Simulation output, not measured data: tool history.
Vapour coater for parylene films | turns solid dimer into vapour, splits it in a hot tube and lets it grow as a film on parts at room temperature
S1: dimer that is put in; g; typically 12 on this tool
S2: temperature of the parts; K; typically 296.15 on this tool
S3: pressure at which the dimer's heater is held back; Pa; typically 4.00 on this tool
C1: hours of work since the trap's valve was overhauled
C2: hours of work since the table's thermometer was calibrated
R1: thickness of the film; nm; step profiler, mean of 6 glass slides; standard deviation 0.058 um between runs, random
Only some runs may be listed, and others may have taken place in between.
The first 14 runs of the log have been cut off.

{"run": 15, "hour": 441.3, "S1": 12, "S2": 293.15, "S3": 4.0, "C1": 65, "C2": 890, "R1": 8040}
{"run": 16, "hour": 486.8, "S1": 12, "S2": 293.15, "S3": 4.0, "C1": 92, "C2": 917, "R1": 7930}
{"run": 17, "hour": 507.8, "S1": 12, "S2": 301.15, "S3": 4.0, "C1": 105, "C2": 929, "R1": 5400}
{"run": 18, "hour": 529.7, "S1": 12, "S2": 301.15, "S3": 4.0, "C1": 118, "C2": 942, "R1": 5380}
{"run": 19, "hour": 552.7, "S1": 12, "S2": 301.15, "S3": 4.0, "C1": 132, "C2": 956, "R1": 5430}
{"run": 20, "hour": 600.1, "S1": 12, "S2": 301.15, "S3": 4.0, "C1": 160, "C2": 984, "R1": 5310}
{"run": 21, "hour": 647.6, "S1": 12, "S2": 301.15, "S3": 4.0, "C1": 188, "C2": 1013, "R1": 5270}
{"run": 22, "hour": 676.9, "S1": 18, "S2": 292.15, "S3": 9.5, "C1": 206, "C2": 1030, "R1": 10740}
{"run": 23, "hour": 696.9, "S1": 18, "S2": 292.15, "S3": 9.5, "C1": 218, "C2": 1042, "R1": 10750}
{"run": 24, "hour": 734.8, "S1": 20, "S2": 292.15, "S3": 9.5, "C1": 241, "C2": 1065, "R1": 11940}
{"run": 25, "hour": 778.4, "S1": 21, "S2": 296.15, "S3": 7.48, "C1": 267, "C2": 1091, "R1": 10720}
{"run": 26, "hour": 801.2, "S1": 5, "S2": 297.15, "S3": 2.13, "C1": 280, "C2": 1105, "R1": 2850}
{"run": 27, "hour": 822.7, "S1": 12, "S2": 290.15, "S3": 8.31, "C1": 293, "C2": 1118, "R1": 7840}
{"hour": 830.4, "done": "trap's valve overhauled"}
{"run": 28, "hour": 874.4, "S1": 16, "S2": 289.15, "S3": 2.25, "C1": 26, "C2": 1146, "R1": 11800}
{"run": 29, "hour": 897.9, "S1": 9, "S2": 306.15, "S3": 3.64, "C1": 40, "C2": 1160, "R1": 3380}
{"run": 30, "hour": 933.3, "S1": 9, "S2": 295.15, "S3": 2.71, "C1": 62, "C2": 1181, "R1": 5750}
{"run": 31, "hour": 964.2, "S1": 11, "S2": 292.15, "S3": 4.05, "C1": 80, "C2": 1200, "R1": 7700}
{"run": 32, "hour": 1005.9, "S1": 14, "S2": 293.15, "S3": 7.14, "C1": 105, "C2": 1225, "R1": 8570}
{"run": 33, "hour": 1039.6, "S1": 6, "S2": 288.15, "S3": 3.62, "C1": 125, "C2": 1245, "R1": 4370}
{"run": 34, "hour": 1080.0, "S1": 12, "S2": 308.15, "S3": 4.5, "C1": 149, "C2": 1269, "R1": 3790}
{"run": 35, "hour": 1104.1, "S1": 12, "S2": 308.15, "S3": 4.5, "C1": 164, "C2": 1283, "R1": 3890}
{"run": 36, "hour": 1135.7, "S1": 5, "S2": 298.15, "S3": 9.84, "C1": 183, "C2": 1302, "R1": 2270}
{"run": 37, "hour": 1180.5, "S1": 5, "S2": 298.15, "S3": 9.84, "C1": 209, "C2": 1329, "R1": 2210}
{"run": 38, "hour": 1225.7, "S1": 5, "S2": 298.15, "S3": 9.84, "C1": 236, "C2": 1356, "R1": 2180}

Expected results for the next run?
{"run": 39, "hour": 1248.7, "S1": 5, "S2": 298.15, "S3": 9.84, "C1": 250, "C2": 1370, "R1": "?"}

{"run 39": {"R1": 2260}}
Minus the tool's unlogged condition, the same run would have read R1 2390 nm.
